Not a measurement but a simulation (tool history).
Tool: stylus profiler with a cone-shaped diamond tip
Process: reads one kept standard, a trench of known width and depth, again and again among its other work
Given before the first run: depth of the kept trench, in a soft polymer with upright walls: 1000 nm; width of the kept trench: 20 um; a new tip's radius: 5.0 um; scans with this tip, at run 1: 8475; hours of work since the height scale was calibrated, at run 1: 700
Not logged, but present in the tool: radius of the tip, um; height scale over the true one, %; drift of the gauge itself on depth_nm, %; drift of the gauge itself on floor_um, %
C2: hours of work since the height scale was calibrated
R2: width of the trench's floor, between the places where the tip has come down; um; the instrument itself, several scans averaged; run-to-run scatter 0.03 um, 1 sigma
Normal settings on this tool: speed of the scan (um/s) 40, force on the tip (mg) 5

Run 1, hour 0: usual settings; scans with this tip 8475; C2 700. Result: depth of the trench (Å) 10100.7, R2 13.08 um.
Run 2, hour 28.7: usual settings; scans with this tip 8732; C2 721. Result: depth of the trench (Å) 10104.5, R2 13.13 um.
Run 3, hour 50.1: usual settings; scans with this tip 8924; C2 737. Result: depth of the trench (Å) 10097, R2 13.1 um.
Run 4, hour 77: usual settings; scans with this tip 9164; C2 756. Result: depth of the trench (Å) 10102.9, R2 13.08 um.
Run 5, hour 108.5: usual settings; scans with this tip 9447; C2 780. Result: depth of the trench (Å) 10099.8, R2 12.99 um.
Run 6, hour 145.3: usual settings; scans with this tip 9776; C2 807. Result: depth of the trench (Å) 10097, R2 13.1 um.
Run 7, hour 177.2: usual settings; scans with this tip 10061; C2 830. Result: depth of the trench (Å) 10094.5, R2 13.03 um.
Run 8, hour 213.3: usual settings; scans with this tip 10385; C2 857. Result: depth of the trench (Å) 10096.2, R2 13.03 um.
Run 9, hour 250.2: usual settings; scans with this tip 10715; C2 884. Result: depth of the trench (Å) 10098, R2 12.98 um.
Run 10, hour 269.8: usual settings; scans with this tip 10891; C2 899. Result: depth of the trench (Å) 10099.5, R2 12.97 um.
Run 11, hour 291.2: usual settings but force on the tip (mg) 5.16; scans with this tip 11082; C2 915. Result: depth of the trench (Å) 10098.4, R2 12.95 um.
Run 12, hour 307.9: usual settings but force on the tip (mg) 5.16; scans with this tip 11231; C2 927. Result: depth of the trench (Å) 10097.6, R2 12.92 um.
Run 13, hour 326.6: usual settings but force on the tip (mg) 5.16; scans with this tip 11399; C2 941. Result: depth of the trench (Å) 10095.7, R2 12.91 um.
At hour 329.6: height scale calibrated on a step standard.
Run 14, hour 356.7: usual settings but force on the tip (mg) 5.16; scans with this tip 11664; C2 20. Result: depth of the trench (Å) 10083.5, R2 12.92 um.
Run 15, hour 389: usual settings but force on the tip (mg) 5.16; scans with this tip 11953; C2 44. Result: depth of the trench (Å) 10084.2, R2 12.91 um.
At hour 404.8: height scale calibrated on a step standard, once more.
Run 16, hour 422.1: usual settings but force on the tip (mg) 5.16; scans with this tip 12245; C2 13. Result: depth of the trench (Å) 10123.8, R2 12.87 um.
Run 17, hour 455.1: usual settings; scans with this tip 12540; C2 37. Result: depth of the trench (Å) 10128.3, R2 12.87 um.
Run 18, hour 487.5: usual settings; scans with this tip 12830; C2 61. Result: depth of the trench (Å) 10124.5, R2 12.85 um.
Run 19, hour 508.3: usual settings but speed of the scan (um/s) 19; scans with this tip 13016; C2 76. Result: depth of the trench (Å) 10126.1, R2 12.92 um.
Run 20, hour 534.2: usual settings but speed of the scan (um/s) 93; scans with this tip 13248; C2 96. Result: depth of the trench (Å) 10120, R2 12.64 um.
Run 21, hour 575: usual settings; scans with this tip 13614; C2 126. Result: depth of the trench (Å) 10126.2, R2 12.81 um.
Run 22, hour 607.2: usual settings but speed of the scan (um/s) 32, force on the tip (mg) 3.78; scans with this tip 13902; C2 150. Result: depth of the trench (Å) 10100.1, R2 12.78 um.
Run 23, hour 646.1: usual settings but speed of the scan (um/s) 74, force on the tip (mg) 9.43; scans with this tip 14250; C2 178. Result: depth of the trench (Å) 10186.3, R2 12.69 um.

Run 24 is up next; what results do you expect?
Run 24, hour 675.8: usual settings but speed of the scan (um/s) 74, force on the tip (mg) 9.43; scans with this tip 14515; C2 200. Result: depth of the trench (Å) ?, R2 ?.

Run 24 came out at depth of the trench (Å) 10181.3, R2 12.7 um.
Had the tool carried no hidden state, the very same run would have given depth of the trench (Å) 10182.7, R2 13.83 um.
